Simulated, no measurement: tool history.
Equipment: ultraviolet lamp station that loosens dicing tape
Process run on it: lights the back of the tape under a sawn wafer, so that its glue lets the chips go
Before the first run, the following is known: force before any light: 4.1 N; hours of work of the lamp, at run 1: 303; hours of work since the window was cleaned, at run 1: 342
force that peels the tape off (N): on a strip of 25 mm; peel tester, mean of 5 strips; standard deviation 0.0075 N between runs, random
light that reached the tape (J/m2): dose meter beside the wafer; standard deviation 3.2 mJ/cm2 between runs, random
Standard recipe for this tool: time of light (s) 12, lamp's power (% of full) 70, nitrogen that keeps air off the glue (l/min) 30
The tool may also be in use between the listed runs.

run	day	time of light (s)	lamp's power (% of full)	nitrogen that keeps air off the glue (l/min)	hours of work of the lamp	hours of work since the window was cleaned	force that peels the tape off (N)	light that reached the tape (J/m2)
1	0	12	70	30	303	342	0.287	5020
2	0.883	12	70	30	312	350	0.28	5080
3	1.279	12	99	30	315	354	0.154	7110
4	1.762	12	70	19	320	359	0.358	5040
5	2.233	12	70	19	325	363	0.356	5150
6	3.192	12	70	18	334	373	0.365	5100
7	3.642	11	83	22	339	377	0.276	5520
8	4.079	11	83	22	343	381	0.286	5480
9	4.921	8	83	12	351	390	0.682	4010
10	5.567	12	80	30	357	396	0.227	5770

Forecast each of these 3 alternatives for the next run:
A	5.979	22	73	30	361	400	?	?
B	5.979	7	70	30	361	400	?	?
C	5.979	12	74	30	361	400	?	?

run	force that peels the tape off (N)	light that reached the tape (J/m2)
A	0.103	9740
B	0.784	2930
C	0.251	5360
Stripped of hidden state, with their random variation kept, the same runs would have yielded:
run	force that peels the tape off (N)	light that reached the tape (J/m2)
A	0.103	9750
B	0.782	2940
C	0.25	5370
